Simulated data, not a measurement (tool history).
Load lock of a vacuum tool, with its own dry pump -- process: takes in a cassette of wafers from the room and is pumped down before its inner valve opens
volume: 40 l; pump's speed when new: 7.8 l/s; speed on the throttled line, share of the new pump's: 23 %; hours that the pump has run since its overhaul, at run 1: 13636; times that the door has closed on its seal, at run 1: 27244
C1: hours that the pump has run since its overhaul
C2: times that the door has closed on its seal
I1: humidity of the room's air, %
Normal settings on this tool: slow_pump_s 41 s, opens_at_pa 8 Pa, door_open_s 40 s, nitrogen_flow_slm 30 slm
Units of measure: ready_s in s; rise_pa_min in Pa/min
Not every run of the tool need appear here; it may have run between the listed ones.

Run 1, hour 0: usual settings; C1 13636; C2 27244; I1 43.8. Result: ready_s 79.7 s, rise_pa_min 0.014 Pa/min.
Run 2, hour 240.7: usual settings; C1 13877; C2 27882; I1 44.4. Result: ready_s 79.7 s, rise_pa_min 0.016 Pa/min.
At hour 352.4: door's seal changed, seat wiped.
Run 3, hour 571.5: usual settings; C1 14206; C2 581; I1 46.8. Result: ready_s 81.3 s, rise_pa_min 0.014 Pa/min.
Run 4, hour 748.5: usual settings but slow_pump_s 82 s; C1 14383; C2 1050; I1 41.9. Result: ready_s 110.9 s, rise_pa_min 0.009 Pa/min.
Run 5, hour 965.5: usual settings but slow_pump_s 82 s; C1 14600; C2 1625; I1 46.6. Result: ready_s 112.1 s, rise_pa_min 0.015 Pa/min.
Run 6, hour 1199.1: usual settings but slow_pump_s 82 s; C1 14834; C2 2244; I1 47. Result: ready_s 111.5 s, rise_pa_min 0.014 Pa/min.
Run 7, hour 1444.1: usual settings but slow_pump_s 82 s; C1 15079; C2 2894; I1 46. Result: ready_s 111.6 s, rise_pa_min 0.017 Pa/min.
Run 8, hour 1618.4: usual settings but slow_pump_s 82 s; C1 15253; C2 3356; I1 40.3. Result: ready_s 111.4 s, rise_pa_min 0.013 Pa/min.
Run 9, hour 1976.3: usual settings; C1 15611; C2 4304; I1 43.8. Result: ready_s 79.6 s, rise_pa_min 0.014 Pa/min.
Run 10, hour 2260.4: usual settings; C1 15895; C2 5057; I1 42.1. Result: ready_s 80.8 s, rise_pa_min 0.007 Pa/min.
Run 11, hour 2420.2: usual settings; C1 16055; C2 5480; I1 43.4. Result: ready_s 80 s, rise_pa_min 0.01 Pa/min.
Run 12, hour 2693.9: usual settings; C1 16329; C2 6206; I1 45.1. Result: ready_s 80 s, rise_pa_min 0.017 Pa/min.
Run 13, hour 2941.8: usual settings; C1 16577; C2 6863; I1 47. Result: ready_s 80 s, rise_pa_min 0.014 Pa/min.
Run 14, hour 3286.1: usual settings but slow_pump_s 58 s; C1 16921; C2 7775; I1 44.4. Result: ready_s 94.4 s, rise_pa_min 0.013 Pa/min.
Run 15, hour 3486.2: usual settings; C1 17121; C2 8306; I1 46. Result: ready_s 79.9 s, rise_pa_min 0.015 Pa/min.
At hour 3720.6: dry pump taken out, an overhauled one fitted.
Run 16, hour 3875.2: usual settings; C1 155; C2 9321; I1 45.2. Result: ready_s 80.7 s, rise_pa_min 0.015 Pa/min.
Run 17, hour 4030.8: usual settings; C1 310; C2 9733; I1 45. Result: ready_s 80.4 s, rise_pa_min 0.014 Pa/min.
Run 18, hour 4232.7: usual settings; C1 512; C2 10268; I1 45.6. Result: ready_s 80.6 s, rise_pa_min 0.014 Pa/min.
Run 19, hour 4602.4: usual settings; C1 882; C2 11248; I1 46. Result: ready_s 80.5 s, rise_pa_min 0.015 Pa/min.
Run 20, hour 4759.9: usual settings but slow_pump_s 53 s, opens_at_pa 12 Pa, door_open_s 134 s, nitrogen_flow_slm 15 slm; C1 1039; C2 11665; I1 43.8. Result: ready_s 87 s, rise_pa_min 0.025 Pa/min.
Run 21, hour 5009.3: usual settings but slow_pump_s 43 s, opens_at_pa 12 Pa, door_open_s 43 s, nitrogen_flow_slm 35 slm; C1 1289; C2 12326; I1 43.5. Result: ready_s 79.5 s, rise_pa_min 0.014 Pa/min.
Run 22, hour 5295.8: usual settings but nitrogen_flow_slm 14 slm; C1 1575; C2 13085; I1 43.6. Result: ready_s 80.1 s, rise_pa_min 0.015 Pa/min.
Run 23, hour 5515.3: usual settings but slow_pump_s 40 s; C1 1795; C2 13667; I1 43.8. Result: ready_s 79.4 s, rise_pa_min 0.016 Pa/min.
Run 24, hour 5711: usual settings but slow_pump_s 40 s; C1 1990; C2 14186; I1 43.9. Result: ready_s 80.3 s, rise_pa_min 0.011 Pa/min.
Run 25, hour 5904.8: usual settings but slow_pump_s 40 s; C1 2184; C2 14700; I1 46.2. Result: ready_s 80.2 s, rise_pa_min 0.011 Pa/min.
Run 26, hour 6219.1: usual settings but slow_pump_s 40 s; C1 2499; C2 15533; I1 44.2. Result: ready_s 79.1 s, rise_pa_min 0.012 Pa/min.
Run 27, hour 6548.9: usual settings but slow_pump_s 40 s; C1 2828; C2 16407; I1 43.1. Result: ready_s 79.3 s, rise_pa_min 0.014 Pa/min.
Run 28, hour 6924.6: usual settings but slow_pump_s 40 s; C1 3204; C2 17402; I1 44.8. Result: ready_s 78.7 s, rise_pa_min 0.011 Pa/min.
Run 29, hour 7195.8: usual settings but slow_pump_s 40 s; C1 3475; C2 18121; I1 47.9. Result: ready_s 80.1 s, rise_pa_min 0.016 Pa/min.
Run 30, hour 7438.6: usual settings but slow_pump_s 22 s, nitrogen_flow_slm 38 slm; C1 3718; C2 18764; I1 44.5. Result: ready_s 65.3 s, rise_pa_min 0.009 Pa/min.
Run 31, hour 7630: usual settings but slow_pump_s 22 s, door_open_s 50 s, nitrogen_flow_slm 38 slm; C1 3909; C2 19272; I1 45.2. Result: ready_s 65.4 s, rise_pa_min 0.013 Pa/min.
Run 32, hour 7917: usual settings but door_open_s 94 s, nitrogen_flow_slm 6 slm; C1 4196; C2 20032; I1 46.1. Result: ready_s 81 s, rise_pa_min 0.038 Pa/min.
Run 33, hour 8081.9: usual settings but door_open_s 94 s, nitrogen_flow_slm 6 slm; C1 4361; C2 20469; I1 47.7. Result: ready_s 79.4 s, rise_pa_min 0.035 Pa/min.
Run 34, hour 8452.4: usual settings but door_open_s 94 s, nitrogen_flow_slm 6 slm; C1 4732; C2 21451; I1 45.4. Result: ready_s 80.4 s, rise_pa_min 0.033 Pa/min.
Run 35, hour 8694.9: usual settings but slow_pump_s 26 s; C1 4974; C2 22094; I1 41.5. Result: ready_s 68.8 s, rise_pa_min 0.013 Pa/min.
Run 36, hour 9048: usual settings but slow_pump_s 65 s; C1 5327; C2 23030; I1 47.6. Result: ready_s 98 s, rise_pa_min 0.017 Pa/min.

Estimate the outcome of run 37 from the log above:
Run 37, hour 9237.8: usual settings but slow_pump_s 65 s; C1 5517; C2 23533; I1 44.3. Result: ready_s ?, rise_pa_min ?.

ready_s: 99 s
rise_pa_min: 0.013 Pa/min
Had the tool carried no hidden state, the very same run would have given ready_s 99 s, rise_pa_min 0.012 Pa/min.

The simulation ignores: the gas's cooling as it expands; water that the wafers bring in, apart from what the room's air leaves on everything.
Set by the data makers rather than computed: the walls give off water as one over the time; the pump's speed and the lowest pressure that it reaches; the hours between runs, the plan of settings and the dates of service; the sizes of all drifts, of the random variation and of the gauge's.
